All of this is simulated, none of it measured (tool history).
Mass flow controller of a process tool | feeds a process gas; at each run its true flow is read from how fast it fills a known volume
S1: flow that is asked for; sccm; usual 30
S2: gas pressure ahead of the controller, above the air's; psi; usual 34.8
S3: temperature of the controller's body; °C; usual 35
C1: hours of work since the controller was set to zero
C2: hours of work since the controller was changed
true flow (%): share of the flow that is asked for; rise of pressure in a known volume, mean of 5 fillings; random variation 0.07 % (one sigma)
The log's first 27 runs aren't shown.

run 28 day=61.446 | S1=6 S2=34.8 S3=22 | C1=2941 C2=2941 | true_flow_(%)=97.89
run 29 day=63.367 | S1=5 S2=34.7 S3=22 | C1=2974 C2=2974 | true_flow_(%)=97.99
run 30 day=65.688 | S1=16 S2=39.6 S3=26 | C1=3014 C2=3014 | true_flow_(%)=98.29
run 31 day=68.733 | S1=6 S2=38.1 S3=25 | C1=3067 C2=3067 | true_flow_(%)=97.85
run 32 day=70.729 | S1=31 S2=29.4 S3=24 | C1=3101 C2=3101 | true_flow_(%)=98.96
run 33 day=72.221 | S1=10 S2=29.4 S3=24 | C1=3127 C2=3127 | true_flow_(%)=97.72
run 34 day=73.700 | S1=10 S2=29.4 S3=33 | C1=3153 C2=3153 | true_flow_(%)=97.25
run 35 day=76.388 | S1=10 S2=29.4 S3=34 | C1=3199 C2=3199 | true_flow_(%)=97.41
run 36 day=79.171 | S1=14 S2=23.9 S3=35 | C1=3247 C2=3247 | true_flow_(%)=97.10
run 37 day=80.633 | S1=28 S2=25.8 S3=35 | C1=3272 C2=3272 | true_flow_(%)=98.11
run 38 day=82.792 | S1=7 S2=32.1 S3=24 | C1=3309 C2=3309 | true_flow_(%)=97.85
run 39 day=84.792 | S1=17 S2=32.1 S3=27 | C1=3344 C2=3344 | true_flow_(%)=98.26
run 40 day=87.792 | S1=38 S2=33.8 S3=21 | C1=3396 C2=3396 | true_flow_(%)=99.64
run 41 day=90.079 | S1=38 S2=21.2 S3=21 | C1=3435 C2=3435 | true_flow_(%)=99.44
run 42 day=92.425 | S1=35 S2=36.5 S3=30 | C1=3476 C2=3476 | true_flow_(%)=99.03
run 43 day=95.025 | S1=30 S2=29.7 S3=38 | C1=3521 C2=3521 | true_flow_(%)=98.14
run 44 day=97.596 | S1=30 S2=29.7 S3=38 | C1=3565 C2=3565 | true_flow_(%)=98.00
run 45 day=99.888 | S1=30 S2=32.1 S3=35 | C1=3605 C2=3605 | true_flow_(%)=98.35
run 46 day=102.567 | S1=30 S2=32.1 S3=35 | C1=3651 C2=3651 | true_flow_(%)=98.45
run 47 day=104.746 | S1=29 S2=34.8 S3=35 | C1=3688 C2=3688 | true_flow_(%)=98.45
run 48 day=106.862 | S1=9 S2=34.8 S3=30 | C1=3725 C2=3725 | true_flow_(%)=97.60

5 ways to go on from here, each from the tool as it stands after run 48. What would each give?
run A day=108.246 | S1=26 S2=34.8 S3=35 | C1=3749 C2=3749 | true_flow_(%)=?
run B day=108.246 | S1=30 S2=20.5 S3=25 | C1=3749 C2=3749 | true_flow_(%)=?
run C day=108.246 | S1=21 S2=34.8 S3=35 | C1=3749 C2=3749 | true_flow_(%)=?
run D day=108.246 | S1=9 S2=36.8 S3=31 | C1=3749 C2=3749 | true_flow_(%)=?
run E day=108.246 | S1=5 S2=21.5 S3=20 | C1=3749 C2=3749 | true_flow_(%)=?

run=A true_flow_(%)=98.24
run=B true_flow_(%)=98.61
run=C true_flow_(%)=97.97
run=D true_flow_(%)=97.59
run=E true_flow_(%)=97.57
Without the tool's hidden state the same runs would have given:
run=A true_flow_(%)=98.22
run=B true_flow_(%)=98.60
run=C true_flow_(%)=97.96
run=D true_flow_(%)=97.57
run=E true_flow_(%)=97.53
